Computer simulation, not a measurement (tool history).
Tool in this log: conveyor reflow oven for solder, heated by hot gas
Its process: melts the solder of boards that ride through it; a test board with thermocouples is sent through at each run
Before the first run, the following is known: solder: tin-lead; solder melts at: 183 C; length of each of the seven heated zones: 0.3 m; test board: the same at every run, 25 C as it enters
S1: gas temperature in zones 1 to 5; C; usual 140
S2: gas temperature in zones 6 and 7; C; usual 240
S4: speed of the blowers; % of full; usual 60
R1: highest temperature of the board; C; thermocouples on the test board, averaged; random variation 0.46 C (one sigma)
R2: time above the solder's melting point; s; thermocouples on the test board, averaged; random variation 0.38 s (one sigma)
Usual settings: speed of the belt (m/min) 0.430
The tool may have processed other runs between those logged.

run 1 hour=0.0 | S1=140 S2=240 speed_of_the_belt_(m/min)=0.430 S4=60 | R1=222.5 R2=67.0
run 2 hour=42.8 | S1=140 S2=240 speed_of_the_belt_(m/min)=0.396 S4=60 | R1=225.6 R2=75.0
run 3 hour=82.4 | S1=140 S2=243 speed_of_the_belt_(m/min)=0.396 S4=60 | R1=225.8 R2=76.7
run 4 hour=105.3 | S1=140 S2=246 speed_of_the_belt_(m/min)=0.430 S4=60 | R1=227.2 R2=71.1
run 5 hour=146.4 | S1=140 S2=240 speed_of_the_belt_(m/min)=0.430 S4=60 | R1=221.1 R2=67.4
run 6 hour=170.5 | S1=140 S2=240 speed_of_the_belt_(m/min)=0.430 S4=60 | R1=222.1 R2=66.8
run 7 hour=207.0 | S1=140 S2=240 speed_of_the_belt_(m/min)=0.430 S4=60 | R1=221.7 R2=66.9
run 8 hour=226.6 | S1=140 S2=240 speed_of_the_belt_(m/min)=0.430 S4=60 | R1=221.9 R2=66.4
-- hour=240.9 flux residue cleaned out of gas plates and filters
run 9 hour=258.3 | S1=140 S2=240 speed_of_the_belt_(m/min)=0.430 S4=60 | R1=221.8 R2=67.0
run 10 hour=278.2 | S1=140 S2=240 speed_of_the_belt_(m/min)=0.367 S4=60 | R1=227.0 R2=83.9
run 11 hour=321.2 | S1=140 S2=240 speed_of_the_belt_(m/min)=0.367 S4=60 | R1=227.3 R2=83.6
run 12 hour=357.4 | S1=140 S2=240 speed_of_the_belt_(m/min)=0.367 S4=60 | R1=226.7 R2=84.4
run 13 hour=388.5 | S1=140 S2=240 speed_of_the_belt_(m/min)=0.430 S4=60 | R1=222.5 R2=66.1
run 14 hour=409.0 | S1=140 S2=240 speed_of_the_belt_(m/min)=0.430 S4=60 | R1=221.6 R2=66.9
run 15 hour=432.4 | S1=135 S2=249 speed_of_the_belt_(m/min)=0.480 S4=66 | R1=227.8 R2=61.3
run 16 hour=473.7 | S1=135 S2=245 speed_of_the_belt_(m/min)=0.426 S4=59 | R1=225.3 R2=67.8
run 17 hour=507.1 | S1=143 S2=240 speed_of_the_belt_(m/min)=0.430 S4=65 | R1=224.1 R2=69.6
run 18 hour=550.5 | S1=145 S2=240 speed_of_the_belt_(m/min)=0.474 S4=60 | R1=219.5 R2=60.2
run 19 hour=569.8 | S1=141 S2=240 speed_of_the_belt_(m/min)=0.474 S4=76 | R1=223.6 R2=62.1
run 20 hour=594.5 | S1=148 S2=240 speed_of_the_belt_(m/min)=0.496 S4=60 | R1=218.6 R2=58.5
run 21 hour=638.8 | S1=148 S2=240 speed_of_the_belt_(m/min)=0.369 S4=60 | R1=227.5 R2=86.9

Predict the results of run 22:
-- hour=660.4 flux residue cleaned out of gas plates and filters
run 22 hour=670.5 | S1=126 S2=229 speed_of_the_belt_(m/min)=0.471 S4=62 | R1=? R2=?

Run 22 gave R1 206.8 C, R2 43.8 s.
With no hidden state in the tool, this same run would have given R1 206.9 C, R2 43.9 s.
